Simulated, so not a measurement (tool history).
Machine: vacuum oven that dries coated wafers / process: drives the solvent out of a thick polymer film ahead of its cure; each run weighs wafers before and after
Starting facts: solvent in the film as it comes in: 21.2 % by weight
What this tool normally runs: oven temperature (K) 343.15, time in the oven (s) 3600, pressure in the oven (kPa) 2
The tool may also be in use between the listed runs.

run   hour  oven temperature (K)  time in the oven (s)  pressure in the oven (kPa)  solvent left in the film (%)
  1      0                343.15                  3600                           2                          1.81
  2   24.1                343.15                  3600                           2                          1.92
  3   51.4                343.15                  3600                           2                          1.87
  4   80.7                343.15                  3600                           2                          1.85
  5   97.3                343.15                  3600                           2                          1.82
  6  116.4                343.15                  3600                           2                          1.81
  7  129.8                343.15                  3600                           2                          1.96
  8  149.8                341.15                  3600                           2                          2.62
  9  167.2                341.15                  3600                           2                          2.56
 10  193.4                341.15                  3600                           2                          2.58
 11    219                358.15                  2760                        4.06                          0.66
 12  246.8                358.15                  3600                        4.06                          0.63
 13  266.7                341.15                  4320                        1.31                          1.71
 14  285.1                346.15                  3600                           2                           1.1
 15  302.5                336.15                  2940                        2.07                          6.21
 16  326.9                332.15                  2940                        2.07                          8.08
 17  356.2                348.15                  2820                        6.52                          2.36
     360.7  -- oven's thermocouples calibrated
 18    380                348.15                  2820                        6.52                          2.28
 19  392.2                348.15                  2820                        6.52                          2.32
 20  416.2                343.15                  1860                        3.15                          5.23

Below, each run's measurement less what the same run would have read without the hidden state. Both values contain the same run-to-run variation, but the gauge's scatter may not be the same in both:
Hidden state present: true wafer temperature over the reading, C; true pressure over the reading, kPa; drift of the gauge itself on solvent_pct, %.
run  solvent left in the film (%)
  1                         +0.11
  2                         +0.12
  3                         +0.12
  4                         +0.12
  5                         +0.13
  6                         +0.13
  7                         +0.13
  8                         +0.17
  9                         +0.17
 10                         +0.17
 11                         +0.02
 12                         +0.02
 13                         +0.16
 14                          +0.1
 15                         +0.29
 16                         +0.29
 17                         +0.14
 18                         +0.06
 19                         +0.07
 20                         +0.12
